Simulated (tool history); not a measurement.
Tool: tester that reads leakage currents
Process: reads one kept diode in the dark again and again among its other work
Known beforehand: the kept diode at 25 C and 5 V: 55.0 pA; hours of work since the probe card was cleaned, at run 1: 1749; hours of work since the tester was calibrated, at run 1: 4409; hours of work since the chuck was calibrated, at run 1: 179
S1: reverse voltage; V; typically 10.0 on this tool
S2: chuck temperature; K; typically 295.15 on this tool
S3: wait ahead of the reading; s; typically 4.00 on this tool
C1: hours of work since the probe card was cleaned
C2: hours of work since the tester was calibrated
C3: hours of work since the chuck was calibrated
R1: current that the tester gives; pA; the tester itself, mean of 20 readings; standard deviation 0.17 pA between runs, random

run	hour	S1	S2	S3	C1	C2	C3	R1
1	0.0	10.0	295.15	4.00	1749	4409	179	53.18
2	148.1	10.0	295.15	4.00	1849	4509	279	52.64
3	370.8	10.0	295.15	4.00	1999	4659	429	52.15
4	507.5	10.0	295.15	4.00	2092	4751	521	51.93
# hour 567.0: probe card cleaned and baked
5	694.4	10.0	295.15	4.00	86	4876	646	49.28
6	877.5	10.0	295.15	4.00	210	4999	769	48.62
7	1077.2	10.0	295.15	4.00	345	5134	904	48.41
8	1232.8	10.0	295.15	0.31	450	5239	1009	50.71
9	1484.8	10.0	295.15	0.31	620	5409	1180	49.90
10	1695.9	10.0	295.15	0.31	763	5552	1322	49.83
# hour 1812.5: chuck's temperature calibrated
11	1890.0	10.0	295.15	0.31	892	5682	52	55.62
12	2094.6	10.0	295.15	0.31	1031	5820	191	55.09
13	2244.1	10.0	295.15	0.31	1132	5921	292	54.49
# hour 2261.5: tester calibrated
14	2452.9	10.0	295.15	0.31	1271	129	431	55.56
15	2628.3	10.0	295.15	2.70	1390	248	550	52.34
16	2770.9	10.0	329.15	4.00	1486	344	646	634.34
17	2915.2	10.0	329.15	4.00	1583	442	744	629.39
18	3122.8	10.0	329.15	4.00	1724	582	884	621.97
19	3325.8	10.0	295.15	2.50	1861	719	1021	50.85
20	3499.1	7.3	295.15	2.50	1978	836	1138	45.22
# hour 3730.7: probe card cleaned and baked
21	3738.2	7.3	295.15	2.50	5	996	1297	43.41
# hour 3888.9: chuck's temperature calibrated
22	3922.7	1.1	295.15	1.83	128	1119	23	27.11
23	4154.3	1.1	295.15	1.83	285	1275	179	26.58
24	4351.1	1.5	305.15	9.87	418	1408	312	63.97
25	4570.6	10.0	295.15	2.39	566	1556	460	51.21
26	4698.7	10.0	295.15	2.39	653	1643	547	51.25
27	4913.9	2.6	306.15	2.30	798	1788	692	79.81
28	5020.4	1.1	295.15	4.00	870	1860	764	25.24
29	5204.8	16.3	301.15	4.98	994	1985	889	93.89
30	5317.4	10.0	314.15	5.40	1070	2061	965	214.09
31	5553.7	10.3	295.15	4.00	1230	2221	1125	49.21
32	5818.6	10.3	295.15	4.00	1409	2400	1304	48.51
# hour 5965.0: chuck's temperature calibrated
33	6034.1	10.3	295.15	4.00	1553	2544	47	55.68
34	6278.2	6.3	297.15	2.11	1718	2709	212	54.94

Run 35 comes next. What will it give?
35	6429.2	18.7	295.15	4.00	1820	2811	314	?

R1: 66.76 pA
With no hidden state in the tool, this same run would have given R1 64.65 pA.

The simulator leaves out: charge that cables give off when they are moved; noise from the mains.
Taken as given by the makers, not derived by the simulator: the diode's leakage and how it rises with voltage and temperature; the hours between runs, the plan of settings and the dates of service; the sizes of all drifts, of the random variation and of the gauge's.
